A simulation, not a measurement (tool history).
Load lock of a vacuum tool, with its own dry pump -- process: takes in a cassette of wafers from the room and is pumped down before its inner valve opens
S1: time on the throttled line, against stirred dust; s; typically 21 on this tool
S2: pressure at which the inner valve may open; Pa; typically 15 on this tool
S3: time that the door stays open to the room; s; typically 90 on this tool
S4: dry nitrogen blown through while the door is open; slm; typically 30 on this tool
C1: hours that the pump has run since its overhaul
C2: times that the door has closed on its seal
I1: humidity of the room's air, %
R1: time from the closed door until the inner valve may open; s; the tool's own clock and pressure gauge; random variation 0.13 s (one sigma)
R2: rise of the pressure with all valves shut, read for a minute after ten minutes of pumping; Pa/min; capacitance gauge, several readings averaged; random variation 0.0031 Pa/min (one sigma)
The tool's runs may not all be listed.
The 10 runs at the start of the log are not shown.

| run | hour | S1 | S2 | S3 | S4 | C1 | C2 | I1 | R1 | R2 |
|---|---|---|---|---|---|---|---|---|---|---|
| 11 | 2773.5 | 21 | 15 | 90 | 8 | 17550 | 9268 | 46.8 | 30.1 | 0.207 |
| 12 | 3053 | 21 | 15 | 90 | 8 | 17829 | 9654 | 44 | 30.3 | 0.209 |
| 13 | 3302.5 | 21 | 15 | 90 | 30 | 18079 | 9999 | 44.8 | 30 | 0.184 |
| 14 | 3644.5 | 21 | 15 | 90 | 30 | 18421 | 10472 | 46.6 | 30 | 0.193 |
| 15 | 3987.9 | 21 | 15 | 90 | 30 | 18764 | 10946 | 46.4 | 29.9 | 0.211 |
| 16 | 4299.8 | 21 | 15 | 90 | 30 | 19076 | 11377 | 43.2 | 30.4 | 0.212 |
|  | 4436.1 | dry pump taken out, an overhauled one fitted |
| 17 | 4674.6 | 21 | 15 | 90 | 30 | 239 | 11887 | 47.6 | 29.4 | 0.219 |
| 18 | 4932.8 | 21 | 15 | 90 | 30 | 497 | 12243 | 43.2 | 29.4 | 0.226 |
| 19 | 5211.7 | 40 | 18 | 90 | 11 | 776 | 12629 | 47.3 | 46.3 | 0.261 |
| 20 | 5462.5 | 40 | 18 | 90 | 11 | 1026 | 12975 | 44.8 | 46.1 | 0.259 |
| 21 | 5806.4 | 40 | 18 | 90 | 11 | 1370 | 13451 | 45.9 | 46.3 | 0.277 |

Estimate the outcome of run 22 from the log above:
| 22 | 6050.1 | 14 | 18 | 90 | 38 | 1614 | 13787 | 46.4 | ? | ? |

For run 22 the tool returned R1 23 s, R2 0.254 Pa/min.
On a tool with no hidden condition, and with the same random variation, this run would have come out at R1 22.8 s, R2 0.055 Pa/min.
